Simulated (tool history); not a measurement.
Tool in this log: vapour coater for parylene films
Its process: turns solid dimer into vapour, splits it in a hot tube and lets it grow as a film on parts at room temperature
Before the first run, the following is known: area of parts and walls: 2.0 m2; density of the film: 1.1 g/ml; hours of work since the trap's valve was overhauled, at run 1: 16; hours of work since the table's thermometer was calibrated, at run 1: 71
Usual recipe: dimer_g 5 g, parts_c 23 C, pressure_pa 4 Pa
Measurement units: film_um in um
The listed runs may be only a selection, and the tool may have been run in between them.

run,hour,dimer_g,parts_c,pressure_pa,hours of work since the trap's valve was overhauled,hours of work since the table's thermometer was calibrated,film_um
1,0,5,23,4,16,71,1.49
2,10,5,23,4,20,75,1.48
3,24.3,5,23,4,26,81,1.47
4,41,5,23,9.13,33,89,1.25
5,50.2,5,17,4,37,92,1.63
6,66.9,5,23,4,44,100,1.5
7,78.2,5,23,4,49,104,1.48
8,87,5,23,4,53,108,1.46
9,103.2,5,23,4,60,115,1.48
10,119.2,5,23,4,67,122,1.47
11,137.1,5,23,4,75,130,1.45
12,148.8,3,21,3.07,80,135,0.97
13,165.3,3,33,3.07,87,142,0.81
14,180.3,3,34,5.89,93,148,0.69
15,189.3,8,19,3.64,97,152,2.55
16,208.2,5,19,3.64,105,160,1.61
17,221.9,5,25,3.81,111,166,1.45
18,232.8,6,28,5.51,116,171,1.51
19,248.4,5,22,9.4,122,177,1.26
20,264.2,5,22,9.4,129,184,1.24
21,278,3,24,9.02,135,190,0.73
22,286,8,26,9.48,138,194,1.85

Had the tool no unlogged condition, and each run kept its random variation, what would the results have been?
The hidden state here: vapour lost through the trap's worn valve, %; true temperature of the parts over the reading, C; drift of the gauge itself on film_um, %.
run,film_um
1,1.5
2,1.49
3,1.49
4,1.27
5,1.65
6,1.51
7,1.5
8,1.48
9,1.51
10,1.5
11,1.48
12,0.99
13,0.83
14,0.71
15,2.61
16,1.65
17,1.49
18,1.56
19,1.3
20,1.28
21,0.75
22,1.92

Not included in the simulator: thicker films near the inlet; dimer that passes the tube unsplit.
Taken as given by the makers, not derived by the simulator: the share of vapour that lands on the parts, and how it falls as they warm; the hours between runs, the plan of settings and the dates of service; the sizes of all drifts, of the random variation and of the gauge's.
